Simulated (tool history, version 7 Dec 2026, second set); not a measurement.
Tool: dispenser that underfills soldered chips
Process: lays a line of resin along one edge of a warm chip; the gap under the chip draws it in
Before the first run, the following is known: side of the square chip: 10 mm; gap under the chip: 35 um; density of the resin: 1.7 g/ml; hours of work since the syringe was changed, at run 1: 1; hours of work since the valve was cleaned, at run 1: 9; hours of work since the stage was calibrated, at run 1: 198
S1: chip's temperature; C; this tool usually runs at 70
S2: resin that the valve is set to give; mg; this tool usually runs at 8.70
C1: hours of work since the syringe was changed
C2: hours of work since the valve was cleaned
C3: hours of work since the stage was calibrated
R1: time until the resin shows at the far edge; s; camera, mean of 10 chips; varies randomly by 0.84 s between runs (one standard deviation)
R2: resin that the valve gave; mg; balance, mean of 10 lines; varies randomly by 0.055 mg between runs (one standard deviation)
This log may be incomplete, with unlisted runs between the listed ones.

{"run": 1, "hour": 0.0, "S1": 70, "S2": 8.7, "C1": 1, "C2": 9, "C3": 198, "R1": 89.1, "R2": 8.65}
{"hour": 15.0, "done": "new syringe of resin"}
{"run": 2, "hour": 15.3, "S1": 70, "S2": 8.7, "C1": 0, "C2": 19, "C3": 209, "R1": 86.8, "R2": 8.52}
{"run": 3, "hour": 27.1, "S1": 70, "S2": 10.11, "C1": 9, "C2": 27, "C3": 217, "R1": 171.1, "R2": 9.92}
{"hour": 31.5, "done": "new syringe of resin"}
{"run": 4, "hour": 37.9, "S1": 70, "S2": 10.11, "C1": 4, "C2": 35, "C3": 225, "R1": 119.2, "R2": 9.81}
{"hour": 47.4, "done": "new syringe of resin"}
{"run": 5, "hour": 49.7, "S1": 70, "S2": 9.44, "C1": 2, "C2": 43, "C3": 233, "R1": 94.4, "R2": 9.16}
{"run": 6, "hour": 57.4, "S1": 70, "S2": 9.44, "C1": 7, "C2": 48, "C3": 238, "R1": 148.6, "R2": 9.01}
{"hour": 63.0, "done": "new syringe of resin"}
{"run": 7, "hour": 68.0, "S1": 70, "S2": 8.7, "C1": 3, "C2": 55, "C3": 245, "R1": 115.4, "R2": 8.3}
{"hour": 78.7, "done": "new syringe of resin"}
{"run": 8, "hour": 82.1, "S1": 70, "S2": 8.7, "C1": 2, "C2": 65, "C3": 255, "R1": 102.6, "R2": 8.32}
{"run": 9, "hour": 93.8, "S1": 70, "S2": 8.7, "C1": 11, "C2": 73, "C3": 263, "R1": 204.5, "R2": 8.31}
{"hour": 95.1, "done": "new syringe of resin"}
{"hour": 110.9, "done": "new syringe of resin"}
{"run": 10, "hour": 110.9, "S1": 70, "S2": 8.7, "C1": 0, "C2": 85, "C3": 275, "R1": 86.3, "R2": 8.26}
{"run": 11, "hour": 118.1, "S1": 70, "S2": 8.7, "C1": 5, "C2": 90, "C3": 280, "R1": 129.8, "R2": 8.15}
{"hour": 126.7, "done": "new syringe of resin"}
{"run": 12, "hour": 128.8, "S1": 70, "S2": 8.7, "C1": 2, "C2": 97, "C3": 287, "R1": 98.2, "R2": 8.14}
{"hour": 142.8, "done": "new syringe of resin"}
{"run": 13, "hour": 143.7, "S1": 70, "S2": 8.7, "C1": 1, "C2": 107, "C3": 297, "R1": 93.9, "R2": 8.09}
{"hour": 158.7, "done": "new syringe of resin"}
{"run": 14, "hour": 158.7, "S1": 83, "S2": 8.7, "C1": 0, "C2": 118, "C3": 308, "R1": 51.5, "R2": 7.99}
{"hour": 166.3, "done": "dispensing valve cleaned and set on the balance"}
{"run": 15, "hour": 172.0, "S1": 83, "S2": 8.7, "C1": 9, "C2": 4, "C3": 316, "R1": 108.0, "R2": 8.64}
{"hour": 176.3, "done": "new syringe of resin"}
{"run": 16, "hour": 186.3, "S1": 70, "S2": 10.22, "C1": 7, "C2": 14, "C3": 326, "R1": 152.1, "R2": 10.08}
{"hour": 191.9, "done": "new syringe of resin"}
{"run": 17, "hour": 200.1, "S1": 70, "S2": 7.8, "C1": 6, "C2": 23, "C3": 335, "R1": 143.3, "R2": 7.73}
{"hour": 207.6, "done": "new syringe of resin"}
{"run": 18, "hour": 207.6, "S1": 70, "S2": 7.8, "C1": 0, "C2": 28, "C3": 340, "R1": 89.1, "R2": 7.67}
{"run": 19, "hour": 215.9, "S1": 58, "S2": 9.58, "C1": 6, "C2": 34, "C3": 346, "R1": 231.6, "R2": 9.35}
{"run": 20, "hour": 222.7, "S1": 61, "S2": 8.17, "C1": 11, "C2": 39, "C3": 351, "R1": 314.7, "R2": 7.93}
{"hour": 224.3, "done": "new syringe of resin"}
{"run": 21, "hour": 236.5, "S1": 84, "S2": 9.34, "C1": 9, "C2": 48, "C3": 360, "R1": 99.0, "R2": 8.94}
{"hour": 240.1, "done": "new syringe of resin"}
{"run": 22, "hour": 251.6, "S1": 74, "S2": 9.34, "C1": 8, "C2": 59, "C3": 371, "R1": 142.5, "R2": 9.02}
{"hour": 257.2, "done": "new syringe of resin"}
{"run": 23, "hour": 259.2, "S1": 63, "S2": 9.84, "C1": 1, "C2": 64, "C3": 376, "R1": 130.1, "R2": 9.45}
{"run": 24, "hour": 268.8, "S1": 63, "S2": 9.84, "C1": 8, "C2": 71, "C3": 383, "R1": 232.6, "R2": 9.37}
{"hour": 273.1, "done": "new syringe of resin"}
{"run": 25, "hour": 277.5, "S1": 63, "S2": 9.84, "C1": 3, "C2": 76, "C3": 388, "R1": 149.9, "R2": 9.36}
{"run": 26, "hour": 284.9, "S1": 64, "S2": 10.22, "C1": 8, "C2": 82, "C3": 394, "R1": 220.8, "R2": 9.64}
{"hour": 289.7, "done": "new syringe of resin"}
{"run": 27, "hour": 299.6, "S1": 70, "S2": 11.14, "C1": 7, "C2": 92, "C3": 404, "R1": 154.8, "R2": 10.49}
{"hour": 306.3, "done": "new syringe of resin"}
{"run": 28, "hour": 315.5, "S1": 70, "S2": 11.14, "C1": 6, "C2": 103, "C3": 415, "R1": 144.1, "R2": 10.31}
{"hour": 323.3, "done": "new syringe of resin"}
{"run": 29, "hour": 323.3, "S1": 72, "S2": 7.55, "C1": 0, "C2": 108, "C3": 420, "R1": 84.6, "R2": 7.02}
{"run": 30, "hour": 335.6, "S1": 72, "S2": 8.65, "C1": 9, "C2": 116, "C3": 429, "R1": 168.0, "R2": 7.94}
{"hour": 339.7, "done": "new syringe of resin"}
{"hour": 344.7, "done": "dispensing valve cleaned and set on the balance"}
{"run": 31, "hour": 346.7, "S1": 82, "S2": 7.95, "C1": 4, "C2": 1, "C3": 435, "R1": 77.8, "R2": 8.02}
{"hour": 356.7, "done": "new syringe of resin"}
{"run": 32, "hour": 357.6, "S1": 70, "S2": 8.22, "C1": 1, "C2": 9, "C3": 443, "R1": 93.8, "R2": 8.2}
{"run": 33, "hour": 369.2, "S1": 66, "S2": 10.52, "C1": 9, "C2": 17, "C3": 451, "R1": 217.6, "R2": 10.44}
{"hour": 372.3, "done": "new syringe of resin"}
{"run": 34, "hour": 381.9, "S1": 66, "S2": 8.76, "C1": 7, "C2": 26, "C3": 460, "R1": 183.4, "R2": 8.53}
{"hour": 388.4, "done": "new syringe of resin"}
{"run": 35, "hour": 389.1, "S1": 74, "S2": 9.19, "C1": 0, "C2": 30, "C3": 465, "R1": 78.0, "R2": 9.04}

What differs in the tool's unlogged condition from the final listed run ahead of each entry between runs to the first listed run following it?
Between runs 1 and 2: new syringe of resin (hour 15.0)
  resin's viscosity, % of fresh resin's: 107.5 -> 103.6; dose that the valve gives, % of what is set: 99.3 -> 98.62; true chip temperature over the reading, C: -1.1 -> -1.16
  difference, measured minus the result without the unlogged condition, R1: +9.9 -> +7.1 s; R2: -0.06 -> -0.12 mg
Between runs 3 and 4: new syringe of resin (hour 31.5)
  resin's viscosity, % of fresh resin's: 209.7 -> 147; dose that the valve gives, % of what is set: 98.03 -> 97.53; true chip temperature over the reading, C: -1.2 -> -1.24
  difference, measured minus the result without the unlogged condition, R1: +93.7 -> +42.4 s; R2: -0.20 -> -0.25 mg
Between runs 4 and 5: new syringe of resin (hour 47.4)
  resin's viscosity, % of fresh resin's: 147 -> 115.1; dose that the valve gives, % of what is set: 97.53 -> 96.97; true chip temperature over the reading, C: -1.24 -> -1.28
  difference, measured minus the result without the unlogged condition, R1: +42.4 -> +16.9 s; R2: -0.25 -> -0.28 mg
Between runs 6 and 7: new syringe of resin (hour 63.0)
  resin's viscosity, % of fresh resin's: 182.8 -> 136.3; dose that the valve gives, % of what is set: 96.58 -> 96.1; true chip temperature over the reading, C: -1.31 -> -1.35
  difference, measured minus the result without the unlogged condition, R1: +72.1 -> +35.8 s; R2: -0.32 -> -0.33 mg
Between runs 7 and 8: new syringe of resin (hour 78.7)
  resin's viscosity, % of fresh resin's: 136.3 -> 121.7; dose that the valve gives, % of what is set: 96.1 -> 95.44; true chip temperature over the reading, C: -1.35 -> -1.4
  difference, measured minus the result without the unlogged condition, R1: +35.8 -> +23.6 s; R2: -0.33 -> -0.40 mg
Between runs 9 and 10: new syringe of resin (hour 95.1); new syringe of resin (hour 110.9)
  resin's viscosity, % of fresh resin's: 244.9 -> 99.6; dose that the valve gives, % of what is set: 94.87 -> 94.12; true chip temperature over the reading, C: -1.44 -> -1.51
  difference, measured minus the result without the unlogged condition, R1: +126.6 -> +5.9 s; R2: -0.45 -> -0.51 mg
Between runs 11 and 12: new syringe of resin (hour 126.7)
  resin's viscosity, % of fresh resin's: 153.3 -> 112.9; dose that the valve gives, % of what is set: 93.79 -> 93.28; true chip temperature over the reading, C: -1.54 -> -1.58
  difference, measured minus the result without the unlogged condition, R1: +51.4 -> +17.8 s; R2: -0.54 -> -0.59 mg
Between runs 12 and 13: new syringe of resin (hour 142.8)
  resin's viscosity, % of fresh resin's: 112.9 -> 108.9; dose that the valve gives, % of what is set: 93.28 -> 92.59; true chip temperature over the reading, C: -1.58 -> -1.63
  difference, measured minus the result without the unlogged condition, R1: +17.8 -> +14.6 s; R2: -0.59 -> -0.65 mg
Between runs 13 and 14: new syringe of resin (hour 158.7)
  resin's viscosity, % of fresh resin's: 108.9 -> 101; dose that the valve gives, % of what is set: 92.59 -> 91.95; true chip temperature over the reading, C: -1.63 -> -1.69
  difference, measured minus the result without the unlogged condition, R1: +14.6 -> +4.5 s; R2: -0.65 -> -0.70 mg
Between runs 14 and 15: dispensing valve cleaned and set on the balance (hour 166.3)
  resin's viscosity, % of fresh resin's: 101 -> 210.7; dose that the valve gives, % of what is set: 91.95 -> 99.59; true chip temperature over the reading, C: -1.69 -> -1.74
  difference, measured minus the result without the unlogged condition, R1: +4.5 -> +59.9 s; R2: -0.70 -> -0.04 mg
Between runs 15 and 16: new syringe of resin (hour 176.3)
  resin's viscosity, % of fresh resin's: 210.7 -> 182.5; dose that the valve gives, % of what is set: 99.59 -> 98.95; true chip temperature over the reading, C: -1.74 -> -1.79
  difference, measured minus the result without the unlogged condition, R1: +59.9 -> +74.9 s; R2: -0.04 -> -0.11 mg
Between runs 16 and 17: new syringe of resin (hour 191.9)
  resin's viscosity, % of fresh resin's: 182.5 -> 164; dose that the valve gives, % of what is set: 98.95 -> 98.28; true chip temperature over the reading, C: -1.79 -> -1.84
  difference, measured minus the result without the unlogged condition, R1: +74.9 -> +62.8 s; R2: -0.11 -> -0.14 mg
Between runs 17 and 18: new syringe of resin (hour 207.6)
  resin's viscosity, % of fresh resin's: 164 -> 100; dose that the valve gives, % of what is set: 98.28 -> 97.91; true chip temperature over the reading, C: -1.84 -> -1.86
  difference, measured minus the result without the unlogged condition, R1: +62.8 -> +7.1 s; R2: -0.14 -> -0.16 mg
Between runs 20 and 21: new syringe of resin (hour 224.3)
  resin's viscosity, % of fresh resin's: 247 -> 204.6; dose that the valve gives, % of what is set: 97.17 -> 96.52; true chip temperature over the reading, C: -1.92 -> -1.97
  difference, measured minus the result without the unlogged condition, R1: +197.9 -> +54.3 s; R2: -0.23 -> -0.32 mg
Between runs 21 and 22: new syringe of resin (hour 240.1)
  resin's viscosity, % of fresh resin's: 204.6 -> 196.9; dose that the valve gives, % of what is set: 96.52 -> 95.86; true chip temperature over the reading, C: -1.97 -> -2.02
  difference, measured minus the result without the unlogged condition, R1: +54.3 -> +76.1 s; R2: -0.32 -> -0.39 mg
Between runs 22 and 23: new syringe of resin (hour 257.2)
  resin's viscosity, % of fresh resin's: 196.9 -> 116; dose that the valve gives, % of what is set: 95.86 -> 95.48; true chip temperature over the reading, C: -2.02 -> -2.04
  difference, measured minus the result without the unlogged condition, R1: +76.1 -> +27.9 s; R2: -0.39 -> -0.45 mg
Between runs 24 and 25: new syringe of resin (hour 273.1)
  resin's viscosity, % of fresh resin's: 205.6 -> 129.3; dose that the valve gives, % of what is set: 95.01 -> 94.63; true chip temperature over the reading, C: -2.08 -> -2.11
  difference, measured minus the result without the unlogged condition, R1: +129.7 -> +44.7 s; R2: -0.49 -> -0.53 mg
Between runs 26 and 27: new syringe of resin (hour 289.7)
  resin's viscosity, % of fresh resin's: 202.1 -> 181.7; dose that the valve gives, % of what is set: 94.29 -> 93.59; true chip temperature over the reading, C: -2.13 -> -2.19
  difference, measured minus the result without the unlogged condition, R1: +121.6 -> +77.0 s; R2: -0.59 -> -0.71 mg
Between runs 27 and 28: new syringe of resin (hour 306.3)
  resin's viscosity, % of fresh resin's: 181.7 -> 168.9; dose that the valve gives, % of what is set: 93.59 -> 92.76; true chip temperature over the reading, C: -2.19 -> -2.24
  difference, measured minus the result without the unlogged condition, R1: +77.0 -> +66.7 s; R2: -0.71 -> -0.81 mg
Between runs 28 and 29: new syringe of resin (hour 323.3)
  resin's viscosity, % of fresh resin's: 168.9 -> 99.4; dose that the valve gives, % of what is set: 92.76 -> 92.44; true chip temperature over the reading, C: -2.24 -> -2.27
  difference, measured minus the result without the unlogged condition, R1: +66.7 -> +9.2 s; R2: -0.81 -> -0.58 mg
Between runs 30 and 31: new syringe of resin (hour 339.7); dispensing valve cleaned and set on the balance (hour 344.7)
  resin's viscosity, % of fresh resin's: 208.1 -> 143.1; dose that the valve gives, % of what is set: 91.88 -> 99.82; true chip temperature over the reading, C: -2.31 -> -2.34
  difference, measured minus the result without the unlogged condition, R1: +95.9 -> +28.1 s; R2: -0.70 -> -0.01 mg
Between runs 31 and 32: new syringe of resin (hour 356.7)
  resin's viscosity, % of fresh resin's: 143.1 -> 106.7; dose that the valve gives, % of what is set: 99.82 -> 99.28; true chip temperature over the reading, C: -2.34 -> -2.38
  difference, measured minus the result without the unlogged condition, R1: +28.1 -> +14.3 s; R2: -0.01 -> -0.06 mg
Between runs 33 and 34: new syringe of resin (hour 372.3)
  resin's viscosity, % of fresh resin's: 213.4 -> 176.9; dose that the valve gives, % of what is set: 98.8 -> 98.22; true chip temperature over the reading, C: -2.42 -> -2.47
  difference, measured minus the result without the unlogged condition, R1: +125.6 -> +90.3 s; R2: -0.12 -> -0.15 mg
Between runs 34 and 35: new syringe of resin (hour 388.4)
  resin's viscosity, % of fresh resin's: 176.9 -> 103.6; dose that the valve gives, % of what is set: 98.22 -> 97.9; true chip temperature over the reading, C: -2.47 -> -2.49
  difference, measured minus the result without the unlogged condition, R1: +90.3 -> +10.2 s; R2: -0.15 -> -0.19 mg
